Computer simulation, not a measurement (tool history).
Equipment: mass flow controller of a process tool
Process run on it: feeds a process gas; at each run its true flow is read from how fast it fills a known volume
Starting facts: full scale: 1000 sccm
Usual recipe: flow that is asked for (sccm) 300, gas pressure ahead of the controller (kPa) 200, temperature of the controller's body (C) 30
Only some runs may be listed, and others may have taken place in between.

run    hour  flow that is asked for (sccm)  gas pressure ahead of the controller (kPa)  temperature of the controller's body (C)  true flow (%)
  1     0.0                            300                                         200                                        30          98.96
  2    94.0                            300                                         200                                        30          99.00
  3   199.8                            300                                         148                                        30          99.36
  4   249.2                            300                                         200                                        30          99.03
  5   322.1                            300                                         200                                        30          99.01
  6   416.6                            300                                         212                                        30          98.90
  7   508.1                            300                                         200                                        30          98.97
  8   556.1                            300                                         200                                        30          99.00
  9   615.0                            300                                         200                                        30          99.08
 10   724.7                            438                                         200                                        30          99.31
 11   786.7                            438                                         200                                        30          99.26
 12   874.5                            438                                         200                                        30          99.19
 13   955.0                            287                                         200                                        30          99.22
 14  1003.0                            287                                         200                                        30          99.12
 15  1069.7                            287                                         200                                        30          99.13
 16  1143.2                            287                                         200                                        30          99.21
 17  1213.1                            238                                         200                                        30          99.19
 18  1322.0                            300                                         200                                        30          99.29
 19  1403.8                            300                                         200                                        30          99.29
 20  1467.2                            300                                         200                                        30          99.32
 21  1542.1                            300                                         200                                        30          99.21
 22  1591.7                            300                                         200                                        30          99.35
 23  1696.0                            197                                         200                                        30          99.28
 24  1787.6                            197                                         200                                        30          99.18
 25  1835.0                            129                                         178                                        25          99.62
 26  1885.4                            100                                         200                                        39          98.96
 27  1984.4                            231                                         280                                        26          98.98
 28  2046.2                            872                                         234                                        22         100.30
 29  2161.1                            872                                         234                                        22         100.28
 30  2271.7                            872                                         234                                        22         100.30
 31  2349.0                            300                                         200                                        29          99.61
 32  2408.2                            791                                         145                                        30         100.62
 33  2472.9                            454                                         145                                        39         100.07
 34  2536.9                            454                                         145                                        39          99.93
 35  2605.2                            107                                         231                                        35          98.94
 36  2693.4                            107                                         231                                        35          98.96
 37  2784.5                            133                                         147                                        28          99.92
 38  2862.5                            401                                         161                                        34         100.03
 39  2969.8                            401                                         162                                        21         100.36
 40  3070.9                            167                                         185                                        21         100.19
 41  3166.2                            167                                         185                                        21         100.17
 42  3251.5                            481                                         153                                        24         100.67
 43  3360.9                            481                                         153                                        24         100.80
 44  3413.9                            120                                         230                                        39          99.11
 45  3487.3                            120                                         166                                        40          98.73
 46  3565.4                            300                                         210                                        30          98.81
 47  3616.8                            300                                         210                                        30          98.86
 48  3713.7                            155                                         159                                        36          98.93

Put back what was entered between runs (1 entry, withheld): which listed runs does each sit between, and how does the hidden state differ from the listed run before to the listed run after?
In the gap between runs 44 and 45: gauge calibrated (hour 3446.7)
  drift of the gauge itself on true_pct, %: 1.02 -> 0.01
  what was measured, less what the result would be without the hidden state, true flow (%): +1.02 -> +0.03

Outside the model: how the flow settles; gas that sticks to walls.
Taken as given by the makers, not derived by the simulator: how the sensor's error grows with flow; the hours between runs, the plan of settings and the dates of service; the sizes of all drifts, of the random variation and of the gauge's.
